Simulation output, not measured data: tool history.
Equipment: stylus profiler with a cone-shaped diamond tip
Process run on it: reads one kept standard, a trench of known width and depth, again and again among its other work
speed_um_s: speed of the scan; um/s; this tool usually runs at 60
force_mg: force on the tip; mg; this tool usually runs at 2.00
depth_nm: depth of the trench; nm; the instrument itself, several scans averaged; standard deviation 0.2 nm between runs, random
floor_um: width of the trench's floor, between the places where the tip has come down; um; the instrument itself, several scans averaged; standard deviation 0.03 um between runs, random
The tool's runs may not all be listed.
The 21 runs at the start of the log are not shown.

run	day	speed_um_s	force_mg	depth_nm	floor_um
22	91.421	85	3.25	1013.38	46.31
23	94.854	234	5.17	1017.99	46.01
24	98.762	58	3.15	1012.98	46.43
25	103.054	58	3.15	1013.10	46.42
26	105.892	58	3.15	1012.92	46.38
27	110.196	46	2.00	1009.27	46.34
28	113.646	169	1.77	1009.03	45.94
29	116.642	123	0.71	1004.97	45.82
30	121.512	18	3.38	1013.63	46.49
31	125.221	222	1.36	1007.41	45.73
32	127.800	222	1.36	1007.31	45.68
33	133.746	222	1.36	1007.70	45.66
34	138.967	28	4.34	1015.83	46.43
35	143.167	97	2.23	1010.24	46.27
# day 145.579: new tip fitted, height scale calibrated
36	147.429	60	1.66	1008.47	46.35
37	150.454	37	2.06	1009.80	46.43
38	156.462	24	1.01	1005.69	46.44
39	162.396	137	1.40	1007.49	46.00

3 options for the next run, each taken on its own from the tool as it stands now. Forecast them:
A	167.996	74	1.88	?	?
B	167.996	66	5.34	?	?
C	167.996	137	1.44	?	?

run	depth_nm	floor_um
A	1009.50	46.32
B	1018.21	46.44
C	1007.68	46.04
Had the tool no hidden state, the same runs would have come out as:
run	depth_nm	floor_um
A	1009.50	46.33
B	1018.21	46.44
C	1007.69	46.05
